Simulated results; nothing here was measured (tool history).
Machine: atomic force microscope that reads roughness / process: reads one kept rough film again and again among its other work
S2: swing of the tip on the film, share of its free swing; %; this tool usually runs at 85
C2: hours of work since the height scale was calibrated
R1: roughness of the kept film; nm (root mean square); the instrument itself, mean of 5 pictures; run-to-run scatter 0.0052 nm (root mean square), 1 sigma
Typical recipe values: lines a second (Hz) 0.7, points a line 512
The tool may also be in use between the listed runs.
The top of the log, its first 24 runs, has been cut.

{"run": 25, "hour": 327.1, "lines a second (Hz)": 0.7, "S2": 68, "points a line": 512, "pictures with this tip": 34, "C2": 25, "R1": 0.818}
{"run": 26, "hour": 340.9, "lines a second (Hz)": 3.394, "S2": 83, "points a line": 512, "pictures with this tip": 51, "C2": 33, "R1": 0.712}
{"hour": 349.1, "done": "height scale calibrated on a step standard, once more"}
{"run": 27, "hour": 354.6, "lines a second (Hz)": 3.394, "S2": 83, "points a line": 512, "pictures with this tip": 66, "C2": 3, "R1": 0.697}
{"run": 28, "hour": 363.6, "lines a second (Hz)": 3.394, "S2": 83, "points a line": 512, "pictures with this tip": 77, "C2": 9, "R1": 0.697}
{"run": 29, "hour": 373.1, "lines a second (Hz)": 2.857, "S2": 85, "points a line": 330, "pictures with this tip": 89, "C2": 14, "R1": 0.696}
{"run": 30, "hour": 391.7, "lines a second (Hz)": 1.799, "S2": 65, "points a line": 330, "pictures with this tip": 111, "C2": 25, "R1": 0.769}
{"run": 31, "hour": 402.3, "lines a second (Hz)": 2.015, "S2": 85, "points a line": 512, "pictures with this tip": 124, "C2": 31, "R1": 0.719}
{"run": 32, "hour": 410.8, "lines a second (Hz)": 2.015, "S2": 85, "points a line": 512, "pictures with this tip": 134, "C2": 37, "R1": 0.715}
{"run": 33, "hour": 420.9, "lines a second (Hz)": 1.253, "S2": 85, "points a line": 512, "pictures with this tip": 147, "C2": 43, "R1": 0.745}
{"run": 34, "hour": 430.6, "lines a second (Hz)": 0.7, "S2": 85, "points a line": 372, "pictures with this tip": 159, "C2": 48, "R1": 0.747}
{"run": 35, "hour": 447.3, "lines a second (Hz)": 0.995, "S2": 65, "points a line": 279, "pictures with this tip": 179, "C2": 58, "R1": 0.766}
{"run": 36, "hour": 465.7, "lines a second (Hz)": 1.432, "S2": 85, "points a line": 512, "pictures with this tip": 201, "C2": 69, "R1": 0.723}

The next listed run, before its measurement:
{"hour": 469.3, "done": "new tip fitted"}
{"run": 37, "hour": 478.2, "lines a second (Hz)": 1.198, "S2": 67, "points a line": 512, "pictures with this tip": 11, "C2": 76, "R1": "?"}

Run 37 measured R1 0.819 nm (root mean square).
Minus the tool's unlogged condition, the same run would have read R1 0.822 nm (root mean square).

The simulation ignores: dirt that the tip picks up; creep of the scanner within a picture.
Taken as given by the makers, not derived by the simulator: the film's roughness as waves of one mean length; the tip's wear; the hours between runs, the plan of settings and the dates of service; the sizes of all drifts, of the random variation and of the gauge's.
